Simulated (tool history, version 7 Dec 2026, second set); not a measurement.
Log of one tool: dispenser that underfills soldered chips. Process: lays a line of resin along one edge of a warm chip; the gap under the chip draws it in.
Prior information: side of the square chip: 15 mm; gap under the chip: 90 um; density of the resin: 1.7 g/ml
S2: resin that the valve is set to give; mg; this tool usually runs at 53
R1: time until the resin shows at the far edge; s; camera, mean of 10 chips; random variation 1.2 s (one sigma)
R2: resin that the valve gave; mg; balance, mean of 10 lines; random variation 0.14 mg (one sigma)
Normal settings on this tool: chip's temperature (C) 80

run 1 hour=0 | chip's_temperature_(C)=80 S2=53 | R1=120.9 R2=51.62
run 2 hour=3.6 | chip's_temperature_(C)=80 S2=54 | R1=133.5 R2=52.7
run 3 hour=8.4 | chip's_temperature_(C)=80 S2=54 | R1=156.9 R2=54.42
run 4 hour=11.3 | chip's_temperature_(C)=69 S2=53 | R1=260.7 R2=52.91
run 5 hour=15.6 | chip's_temperature_(C)=92 S2=53 | R1=137.1 R2=53.1
run 6 hour=18.5 | chip's_temperature_(C)=92 S2=53 | R1=79.1 R2=53.01
run 7 hour=21.7 | chip's_temperature_(C)=92 S2=53 | R1=89 R2=52.91
run 8 hour=25.6 | chip's_temperature_(C)=92 S2=53 | R1=103.2 R2=52.74
run 9 hour=29.3 | chip's_temperature_(C)=92 S2=53 | R1=115.9 R2=52.92
run 10 hour=33.5 | chip's_temperature_(C)=75 S2=56.5 | R1=240.1 R2=56.16
run 11 hour=36.6 | chip's_temperature_(C)=77 S2=49 | R1=137.9 R2=48.65
run 12 hour=40.6 | chip's_temperature_(C)=75 S2=67.1 | R1=170.8 R2=66.53
run 13 hour=44.3 | chip's_temperature_(C)=80 S2=47.4 | R1=166.6 R2=47.18
run 14 hour=47.5 | chip's_temperature_(C)=66 S2=52.6 | R1=302.8 R2=52.25
run 15 hour=50.7 | chip's_temperature_(C)=87 S2=67.3 | R1=156.7 R2=66.7
run 16 hour=55.2 | chip's_temperature_(C)=82 S2=56.8 | R1=121.8 R2=56.23
run 17 hour=57.3 | chip's_temperature_(C)=94 S2=62.7 | R1=87.2 R2=61.97
run 18 hour=60.3 | chip's_temperature_(C)=94 S2=62.7 | R1=94.5 R2=61.92

Taken out of this log: 4 entries between the listed runs. Where each belongs, and how the hidden state differs across it:
Runs 2 to 3: dispensing valve cleaned and set on the balance (hour 5.3)
  resin's viscosity, % of fresh resin's: 114.6 -> 130.7; dose that the valve gives, % of what is set: 97.5 -> 100.1; true chip temperature over the reading, C: -0.18 -> -0.19
  the result without the hidden state subtracted from the measured one, R1: +18.2 -> +37.6 s; R2: -1.35 -> +0.06 mg
Runs 5 to 6: new syringe of resin (hour 17.9)
  resin's viscosity, % of fresh resin's: 167.6 -> 100.6; dose that the valve gives, % of what is set: 99.94 -> 99.88
  the result without the hidden state subtracted from the measured one, R1: +55.8 -> +1 s; R2: -0.03 -> -0.06 mg
Runs 10 to 11: new syringe of resin (hour 35.2)
  resin's viscosity, % of fresh resin's: 169.3 -> 103.9; dose that the valve gives, % of what is set: 99.53 -> 99.47; true chip temperature over the reading, C: -0.25 -> -0.26
  the result without the hidden state subtracted from the measured one, R1: +99.6 -> +6.6 s; R2: -0.27 -> -0.26 mg
Runs 15 to 16: new syringe of resin (hour 52.4)
  resin's viscosity, % of fresh resin's: 168.9 -> 109.7; dose that the valve gives, % of what is set: 99.15 -> 99.06; true chip temperature over the reading, C: -0.29 -> -0.3
  the result without the hidden state subtracted from the measured one, R1: +64.8 -> +12.1 s; R2: -0.57 -> -0.53 mg
